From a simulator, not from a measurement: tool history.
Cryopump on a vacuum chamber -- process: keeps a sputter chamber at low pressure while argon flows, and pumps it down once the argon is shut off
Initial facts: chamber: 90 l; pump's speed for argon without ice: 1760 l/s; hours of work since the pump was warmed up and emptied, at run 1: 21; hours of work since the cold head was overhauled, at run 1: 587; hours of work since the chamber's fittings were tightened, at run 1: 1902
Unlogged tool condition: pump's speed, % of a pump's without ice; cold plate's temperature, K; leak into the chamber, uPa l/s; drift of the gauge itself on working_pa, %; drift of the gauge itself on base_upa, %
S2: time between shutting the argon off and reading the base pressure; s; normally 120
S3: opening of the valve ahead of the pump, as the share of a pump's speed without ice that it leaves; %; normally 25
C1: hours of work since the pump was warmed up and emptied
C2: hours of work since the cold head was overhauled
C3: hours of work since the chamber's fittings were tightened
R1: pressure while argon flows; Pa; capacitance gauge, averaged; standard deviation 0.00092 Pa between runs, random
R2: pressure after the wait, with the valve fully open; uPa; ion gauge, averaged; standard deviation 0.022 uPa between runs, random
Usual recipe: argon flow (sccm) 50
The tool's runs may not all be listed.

{"run": 1, "hour": 0.0, "argon flow (sccm)": 50, "S2": 120, "S3": 25, "C1": 21, "C2": 587, "C3": 1902, "R1": 0.1944, "R2": 1.01}
{"run": 2, "hour": 55.1, "argon flow (sccm)": 50, "S2": 120, "S3": 25, "C1": 63, "C2": 629, "C3": 1944, "R1": 0.1935, "R2": 1.02}
{"run": 3, "hour": 102.5, "argon flow (sccm)": 50, "S2": 26, "S3": 25, "C1": 99, "C2": 665, "C3": 1980, "R1": 0.1961, "R2": 2.86}
{"run": 4, "hour": 179.1, "argon flow (sccm)": 50, "S2": 26, "S3": 25, "C1": 157, "C2": 723, "C3": 2039, "R1": 0.1973, "R2": 2.98}
{"run": 5, "hour": 219.6, "argon flow (sccm)": 50, "S2": 26, "S3": 19, "C1": 188, "C2": 754, "C3": 2070, "R1": 0.2584, "R2": 2.93}
{"run": 6, "hour": 298.4, "argon flow (sccm)": 50, "S2": 120, "S3": 32, "C1": 248, "C2": 814, "C3": 2130, "R1": 0.1598, "R2": 1.17}
{"run": 7, "hour": 333.8, "argon flow (sccm)": 50, "S2": 120, "S3": 31, "C1": 275, "C2": 841, "C3": 2157, "R1": 0.1633, "R2": 1.15}
{"run": 8, "hour": 368.6, "argon flow (sccm)": 50, "S2": 120, "S3": 25, "C1": 302, "C2": 868, "C3": 2183, "R1": 0.2032, "R2": 1.2}
{"run": 9, "hour": 405.1, "argon flow (sccm)": 50, "S2": 120, "S3": 42, "C1": 330, "C2": 896, "C3": 2211, "R1": 0.1259, "R2": 1.17}
{"run": 10, "hour": 456.7, "argon flow (sccm)": 50, "S2": 120, "S3": 42, "C1": 369, "C2": 935, "C3": 2251, "R1": 0.1281, "R2": 1.23}
{"run": 11, "hour": 504.9, "argon flow (sccm)": 28, "S2": 120, "S3": 42, "C1": 406, "C2": 972, "C3": 2287, "R1": 0.0716, "R2": 1.21}
{"run": 12, "hour": 543.6, "argon flow (sccm)": 28, "S2": 120, "S3": 42, "C1": 435, "C2": 1001, "C3": 2317, "R1": 0.0733, "R2": 1.29}
{"run": 13, "hour": 628.0, "argon flow (sccm)": 83, "S2": 220, "S3": 21, "C1": 500, "C2": 1066, "C3": 2381, "R1": 0.4136, "R2": 1.13}
{"hour": 701.3, "done": "pump warmed up, emptied and cooled again"}
{"run": 14, "hour": 716.5, "argon flow (sccm)": 62, "S2": 38, "S3": 44, "C1": 12, "C2": 1129, "C3": 2445, "R1": 0.1369, "R2": 2.21}
{"run": 15, "hour": 784.5, "argon flow (sccm)": 50, "S2": 120, "S3": 17, "C1": 63, "C2": 1181, "C3": 2497, "R1": 0.284, "R2": 1.13}
{"run": 16, "hour": 821.9, "argon flow (sccm)": 43, "S2": 120, "S3": 25, "C1": 92, "C2": 1210, "C3": 2525, "R1": 0.1673, "R2": 1.18}
{"run": 17, "hour": 863.3, "argon flow (sccm)": 28, "S2": 30, "S3": 43, "C1": 124, "C2": 1241, "C3": 2557, "R1": 0.0648, "R2": 2.75}
{"run": 18, "hour": 906.2, "argon flow (sccm)": 28, "S2": 30, "S3": 43, "C1": 156, "C2": 1274, "C3": 2590, "R1": 0.0665, "R2": 2.79}
{"run": 19, "hour": 961.2, "argon flow (sccm)": 22, "S2": 190, "S3": 31, "C1": 198, "C2": 1316, "C3": 2632, "R1": 0.0709, "R2": 1.04}
{"run": 20, "hour": 1014.3, "argon flow (sccm)": 22, "S2": 58, "S3": 16, "C1": 239, "C2": 1357, "C3": 2672, "R1": 0.1369, "R2": 1.83}
{"run": 21, "hour": 1064.2, "argon flow (sccm)": 22, "S2": 58, "S3": 16, "C1": 277, "C2": 1395, "C3": 2710, "R1": 0.1359, "R2": 1.85}
{"run": 22, "hour": 1120.1, "argon flow (sccm)": 22, "S2": 58, "S3": 16, "C1": 319, "C2": 1437, "C3": 2753, "R1": 0.1387, "R2": 1.82}
{"run": 23, "hour": 1164.0, "argon flow (sccm)": 22, "S2": 58, "S3": 16, "C1": 353, "C2": 1471, "C3": 2786, "R1": 0.137, "R2": 1.89}

Below, some changes in R1 between adjacent runs. For each, the amount present without the hidden state too (settings, incoming material, random variation) and the amount remaining for the hidden state with gauge scatter not shared by both compared results:
Run 12 -> 13: argon flow (sccm) 28 -> 83, S2 120 -> 220, S3 42 -> 21. R1 +0.3403 Pa: hidden state +0.023, all else +0.3173.
Run 13 -> 14: argon flow (sccm) 83 -> 62, S2 220 -> 38, S3 21 -> 44, pump warmed up, emptied and cooled again. R1 -0.2767 Pa: hidden state -0.0304, all else -0.2463.
